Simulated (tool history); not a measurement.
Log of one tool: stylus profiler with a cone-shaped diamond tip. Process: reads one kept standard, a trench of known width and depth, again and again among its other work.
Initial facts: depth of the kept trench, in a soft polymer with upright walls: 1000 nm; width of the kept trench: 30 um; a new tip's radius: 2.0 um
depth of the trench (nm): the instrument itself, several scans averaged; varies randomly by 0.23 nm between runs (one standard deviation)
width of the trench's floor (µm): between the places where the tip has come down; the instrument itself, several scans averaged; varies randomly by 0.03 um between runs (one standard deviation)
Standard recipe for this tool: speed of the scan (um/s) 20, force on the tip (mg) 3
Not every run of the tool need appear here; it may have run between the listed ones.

run,hour,speed of the scan (um/s),force on the tip (mg),depth of the trench (nm),width of the trench's floor (µm)
1,0,20,3,1009.42,26.4
2,29.1,20,3,1009.7,26.39
3,49.3,20,3,1009.49,26.47
4,73.2,20,3,1009.53,26.38
5,104.8,20,3,1009.14,26.38
6,126.3,20,3,1009.26,26.43
7,156.3,20,3,1009.2,26.37
8,180.6,22,3,1009.07,26.43
9,221.4,22,3,1009.6,26.41
10,251,22,3,1009.06,26.37
11,290.6,17,3,1009.27,26.42
12,325.4,15,1.05,1004.14,26.35
13,345.6,15,1.05,1004.4,26.41
14,366.1,15,1.05,1004.32,26.36
15,396.9,6,2.9,1009.12,26.51
16,423.7,16,1.67,1006.35,26.38
17,454.8,5,1.14,1004.71,26.46
18,481.3,16,8.74,1019.28,26.51

Forecast each of these 3 alternatives for the next run:
A,513,25,1.37,?,?
B,513,9,8.74,?,?
C,513,8,2.06,?,?

run,depth of the trench (nm),width of the trench's floor (µm)
A,1005.31,26.28
B,1019.64,26.53
C,1007.38,26.49
What these runs would have given with no unlogged condition in the tool:
run,depth of the trench (nm),width of the trench's floor (µm)
A,1005.32,26.29
B,1019.66,26.54
C,1007.39,26.5

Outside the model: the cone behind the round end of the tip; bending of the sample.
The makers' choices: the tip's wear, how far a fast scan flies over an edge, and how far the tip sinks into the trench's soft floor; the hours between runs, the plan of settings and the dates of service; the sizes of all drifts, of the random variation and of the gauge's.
